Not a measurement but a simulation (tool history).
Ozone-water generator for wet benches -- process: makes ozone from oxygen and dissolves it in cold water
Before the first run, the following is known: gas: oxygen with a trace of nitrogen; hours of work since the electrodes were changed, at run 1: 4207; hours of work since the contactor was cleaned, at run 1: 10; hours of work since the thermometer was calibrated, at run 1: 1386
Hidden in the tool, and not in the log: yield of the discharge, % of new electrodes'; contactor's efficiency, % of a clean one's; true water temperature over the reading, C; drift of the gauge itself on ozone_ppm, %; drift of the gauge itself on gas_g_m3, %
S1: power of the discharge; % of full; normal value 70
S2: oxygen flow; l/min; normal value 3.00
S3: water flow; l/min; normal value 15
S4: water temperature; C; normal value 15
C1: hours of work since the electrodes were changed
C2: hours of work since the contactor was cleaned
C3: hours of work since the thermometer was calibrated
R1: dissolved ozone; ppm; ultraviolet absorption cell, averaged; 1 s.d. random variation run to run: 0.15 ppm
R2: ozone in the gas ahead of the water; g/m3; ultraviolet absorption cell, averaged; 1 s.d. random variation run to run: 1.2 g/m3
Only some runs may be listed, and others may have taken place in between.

run	hour	S1	S2	S3	S4	C1	C2	C3	R1	R2
1	0.0	70	3.00	15	15	4207	10	1386	18.4	225.6
2	127.2	70	3.00	15	15	4326	128	1504	18.6	226.3
3	234.8	70	3.00	15	15	4426	229	1604	18.8	222.3
4	348.9	70	3.00	15	7	4532	335	1710	19.9	224.4
5	462.8	70	3.00	15	7	4638	441	1816	20.2	225.3
6	596.3	70	3.00	15	7	4762	565	1941	20.2	225.8
7	722.2	70	3.00	17	7	4879	682	2058	17.4	223.9
8	850.7	70	3.00	17	7	4999	802	2177	17.6	226.8
9	964.9	70	3.00	17	7	5105	908	2284	17.6	225.5
10	1033.1	70	3.00	15	8	5169	971	2347	19.8	224.2
11	1131.6	70	3.00	15	8	5260	1063	2439	20.0	225.5
12	1269.1	70	3.00	15	15	5388	1191	2567	18.6	225.7
13	1352.0	70	3.00	15	11	5465	1268	2644	19.3	224.8
14	1484.7	70	3.00	15	11	5589	1391	2767	19.4	224.9
15	1604.5	70	2.23	15	15	5700	1503	2879	18.6	273.7
16	1696.6	70	2.23	15	15	5786	1589	2964	18.7	271.6
17	1814.9	70	3.00	15	15	5896	1699	3074	18.4	226.5
18	1901.9	70	3.00	12	15	5977	1780	3155	23.2	223.6
19	2006.9	90	2.74	15	15	6075	1877	3253	22.9	296.4
20	2087.1	90	2.74	15	15	6149	1952	3328	22.6	294.5
21	2215.9	79	3.70	15	8	6269	2072	3448	22.0	217.0
22	2336.7	43	2.85	12	11	6381	2184	3560	16.2	150.7
23	2430.7	99	3.00	18	15	6469	2272	3647	20.5	302.7
24	2547.2	99	3.00	18	15	6577	2380	3756	20.3	301.0
25	2691.6	70	5.37	15	23	6712	2514	3890	15.3	152.8
26	2802.9	70	2.89	9	8	6815	2618	3994	33.5	228.2
27	2870.9	70	2.89	9	8	6878	2681	4057	33.6	229.1
28	2970.0	60	2.18	16	15	6971	2773	4149	15.1	244.9
29	3060.5	60	2.18	16	15	7055	2857	4233	15.1	244.3
30	3174.5	51	3.00	20	17	7161	2964	4339	10.2	171.1
31	3275.2	44	3.44	17	8	7255	3057	4433	11.5	137.5
32	3365.7	54	3.27	17	19	7339	3141	4517	12.4	170.2
# hour 3383.8: water thermometer calibrated
33	3475.4	54	4.45	15	10	7440	3243	85	15.6	138.7
34	3591.7	70	4.89	22	15	7549	3351	193	12.0	162.1

Each row is a separate what-if for the run after 34, all from the same tool condition, not one after another. Results?
A	3714.9	70	2.01	15	15	7663	3466	308	?	?
B	3714.9	70	2.06	22	7	7663	3466	308	?	?
C	3714.9	71	2.50	15	12	7663	3466	308	?	?

run	R1	R2
A	18.2	294.7
B	12.2	292.3
C	19.5	257.7
With no hidden state in the tool, these same runs would have given:
run	R1	R2
A	18.3	295.2
B	12.2	292.8
C	19.6	258.2

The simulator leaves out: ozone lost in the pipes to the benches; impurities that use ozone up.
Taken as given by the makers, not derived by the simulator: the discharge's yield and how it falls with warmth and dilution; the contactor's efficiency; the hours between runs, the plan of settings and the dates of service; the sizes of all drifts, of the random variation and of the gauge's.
